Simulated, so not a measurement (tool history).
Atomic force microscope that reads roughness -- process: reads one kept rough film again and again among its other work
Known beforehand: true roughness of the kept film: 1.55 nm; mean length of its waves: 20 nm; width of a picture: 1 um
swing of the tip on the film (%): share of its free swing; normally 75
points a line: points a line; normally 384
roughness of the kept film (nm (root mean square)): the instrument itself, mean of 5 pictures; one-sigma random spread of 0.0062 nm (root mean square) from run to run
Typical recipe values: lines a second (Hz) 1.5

run    day  lines a second (Hz)  swing of the tip on the film (%)  points a line  roughness of the kept film (nm (root mean square))
  1      0                  1.5                                75            384                                               1.171
  2  0.346                  1.5                                75            384                                               1.168
  3  0.571                  1.5                                75            384                                                1.17
  4  0.912                  1.5                                75            384                                               1.182
  5  1.262                  1.5                                75            384                                               1.177
  6  1.538                  1.5                                75            384                                               1.164
  7  1.817                  1.5                                75            384                                               1.162
  8   2.15                  1.5                                75            384                                                1.18
     2.375  -- new tip fitted
  9  2.454                  1.5                                75            384                                               1.172
 10   2.75                  1.5                                75            384                                               1.174
 11  3.054                  1.5                                75            359                                               1.172
 12  3.375                 1.59                                75            384                                               1.168
 13  3.675                 1.59                                75            384                                               1.167
 14  3.871                 1.59                                75            384                                               1.168
 15  4.183                 1.59                                75            384                                               1.169
 16    4.4                 1.59                                75            384                                               1.165
 17  4.554                 1.59                                75            384                                               1.164
 18  4.788                 1.59                                75            384                                                1.17
 19  5.021                 1.59                                75            384                                               1.162
 20  5.267                  1.5                                75            805                                               1.195
 21  5.467                  1.5                                75            832                                               1.191
 22  5.767                  1.5                                75            832                                               1.193
 23   6.15                  1.5                                75            832                                                 1.2
 24  6.321                  1.5                                75            832                                               1.182

Forecast run 25:
 25  6.696                  1.5                                75            832                                                   ?

{"run 25": {"roughness of the kept film (nm (root mean square))": 1.184}}
Take away the tool's hidden state, keep the run-to-run variation as it was, and the same run would have given roughness of the kept film (nm (root mean square)) 1.186.
